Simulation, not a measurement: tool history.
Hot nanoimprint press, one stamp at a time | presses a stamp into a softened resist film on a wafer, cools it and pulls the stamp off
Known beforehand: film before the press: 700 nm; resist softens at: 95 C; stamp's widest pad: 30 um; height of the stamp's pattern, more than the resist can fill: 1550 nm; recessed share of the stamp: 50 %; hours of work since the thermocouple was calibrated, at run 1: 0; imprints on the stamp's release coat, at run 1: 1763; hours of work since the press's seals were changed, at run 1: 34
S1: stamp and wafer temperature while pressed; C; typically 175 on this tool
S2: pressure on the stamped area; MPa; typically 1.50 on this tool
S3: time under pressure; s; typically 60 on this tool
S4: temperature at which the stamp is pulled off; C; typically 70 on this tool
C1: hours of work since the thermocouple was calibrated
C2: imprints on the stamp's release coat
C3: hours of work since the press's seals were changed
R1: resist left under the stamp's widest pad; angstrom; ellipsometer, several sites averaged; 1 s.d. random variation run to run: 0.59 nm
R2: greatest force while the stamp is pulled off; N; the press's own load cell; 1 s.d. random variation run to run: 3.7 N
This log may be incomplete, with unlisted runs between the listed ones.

run	hour	S1	S2	S3	S4	C1	C2	C3	R1	R2
1	0.0	175	1.50	60	70	0	1763	34	2879	337
2	19.7	175	1.50	60	70	15	1823	49	2873	339
3	37.5	175	1.50	60	70	29	1878	62	2892	356
# hour 79.4: stamp cleaned and given a new release coat
4	82.6	175	1.50	60	70	58	10	92	2889	186
5	121.0	175	1.50	60	69	88	128	121	2887	192
6	156.2	175	1.50	60	69	114	236	148	2900	202
7	191.4	175	1.50	34	69	141	344	175	3515	215
8	213.2	175	1.50	31	70	158	411	191	3616	214
9	231.3	175	1.50	31	70	172	466	205	3618	217
10	267.9	175	1.50	31	70	200	579	233	3624	226
11	302.7	175	1.50	31	70	226	685	260	3640	243
12	343.4	175	1.50	60	70	257	810	291	2931	245
13	361.5	175	1.50	42	70	271	866	304	3297	255
14	400.2	175	1.50	42	70	300	985	334	3316	254
# hour 413.5: plate thermocouple calibrated
15	445.0	175	1.50	42	70	24	1113	366	3281	269
16	477.0	175	1.30	42	70	48	1211	390	3539	290
17	499.3	175	1.30	42	70	65	1280	407	3534	285
18	538.1	175	1.30	42	70	95	1399	437	3540	295
19	563.7	183	1.61	42	70	114	1477	456	2654	313
20	601.2	183	1.61	42	70	143	1592	485	2666	322
21	625.0	183	1.61	42	70	161	1665	503	2674	335
22	666.8	183	1.61	42	70	193	1794	535	2678	345
23	692.2	183	1.61	42	70	212	1871	554	2674	342
24	718.5	174	1.61	67	56	232	1952	574	2794	514
# hour 736.2: stamp cleaned and given a new release coat
25	754.7	168	1.06	66	56	255	57	597	4016	248
26	789.3	169	1.05	60	70	282	163	624	4080	191
27	814.3	169	1.05	60	70	301	240	643	4072	205
# hour 827.0: plate thermocouple calibrated
28	838.5	178	2.22	115	67	9	305	659	1721	221
29	864.1	181	1.50	58	70	28	383	678	2584	207

Forecast each of these 3 alternatives for the next run:
A	897.4	175	1.50	60	61	54	486	704	?	?
B	897.4	181	1.50	49	70	54	486	704	?	?
C	897.4	181	1.13	58	58	54	486	704	?	?

run	R1	R2
A	2939	279
B	2752	218
C	3037	285
Without the tool's hidden state the same runs would have given:
run	R1	R2
A	2890	227
B	2707	177
C	2996	232
